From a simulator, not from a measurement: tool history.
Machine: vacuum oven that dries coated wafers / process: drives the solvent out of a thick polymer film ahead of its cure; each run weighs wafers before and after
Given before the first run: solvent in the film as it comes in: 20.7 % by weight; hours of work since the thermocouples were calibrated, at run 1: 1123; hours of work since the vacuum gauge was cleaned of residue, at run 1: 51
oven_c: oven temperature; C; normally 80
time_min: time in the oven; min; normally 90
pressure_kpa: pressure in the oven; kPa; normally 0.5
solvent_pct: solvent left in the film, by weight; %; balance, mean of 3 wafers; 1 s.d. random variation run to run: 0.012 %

run   hour  oven_c  time_min  pressure_kpa  hours of work since the thermocouples were calibrated  hours of work since the vacuum gauge was cleaned of residue  solvent_pct
  1      0      80        90           0.5                                                   1123                                                           51          0.8
       2.9  -- oven's thermocouples calibrated
  2   19.3      80        90           0.5                                                     12                                                           64         0.82
  3   28.8      80        90           0.5                                                     19                                                           71          0.8
  4   41.6      75        90           0.5                                                     29                                                           80         1.83
  5   51.8      69        90           0.5                                                     36                                                           88         3.94
  6   61.3      69        90           0.5                                                     43                                                           95         3.94
  7   74.9      80        90           0.5                                                     53                                                          105         0.81
  8   82.5      80       122           0.5                                                     59                                                          111         0.42
  9   96.1      66        90           0.5                                                     69                                                          121         5.25
 10  106.1      80        90           0.5                                                     76                                                          128          0.8
 11  113.5      80        90         0.912                                                     82                                                          134         0.99
 12  127.8      80        90           0.5                                                     92                                                          144         0.81
 13  138.4      80       157           0.5                                                    100                                                          152         0.28
 14  152.4      71       144         0.622                                                    111                                                          162          1.4
 15  164.6      71       144         0.622                                                    120                                                          171         1.39
 16  173.3      91        56         0.621                                                    126                                                          178         0.39
 17  187.8      80       106           0.5                                                    137                                                          189         0.54
 18  202.9      89       106         0.294                                                    148                                                          200         0.08
 19  212.9      66       130         0.294                                                    155                                                          207         3.11
 20  228.8      70        90         0.856                                                    167                                                          219         3.76
 21  238.6      80       134           0.5                                                    174                                                          226         0.35
 22  246.3      80       134           0.5                                                    180                                                          232         0.34
 23  257.3      80       134           0.5                                                    188                                                          240         0.34
 24  268.9      80       134           0.5                                                    197                                                          249         0.33
 25  280.6      80       134           0.5                                                    206                                                          257         0.33
 26  298.1      72       117         0.529                                                    218                                                          270         1.73

Below are 4 alternative next runs, each starting from the tool's condition after run 26. Predict each:
  A  309.9      94        74         0.572                                                    227                                                          279            ?
  B  309.9      84       138         1.813                                                    227                                                          279            ?
  C  309.9      89       117         0.529                                                    227                                                          279            ?
  D  309.9      80        90         0.354                                                    227                                                          279            ?

run  solvent_pct
  A         0.16
  B         0.73
  C         0.17
  D         0.73
The same runs, with their run-to-run variation unchanged, on a tool lacking any hidden condition would have given:
run  solvent_pct
  A         0.16
  B         0.73
  C         0.17
  D         0.73

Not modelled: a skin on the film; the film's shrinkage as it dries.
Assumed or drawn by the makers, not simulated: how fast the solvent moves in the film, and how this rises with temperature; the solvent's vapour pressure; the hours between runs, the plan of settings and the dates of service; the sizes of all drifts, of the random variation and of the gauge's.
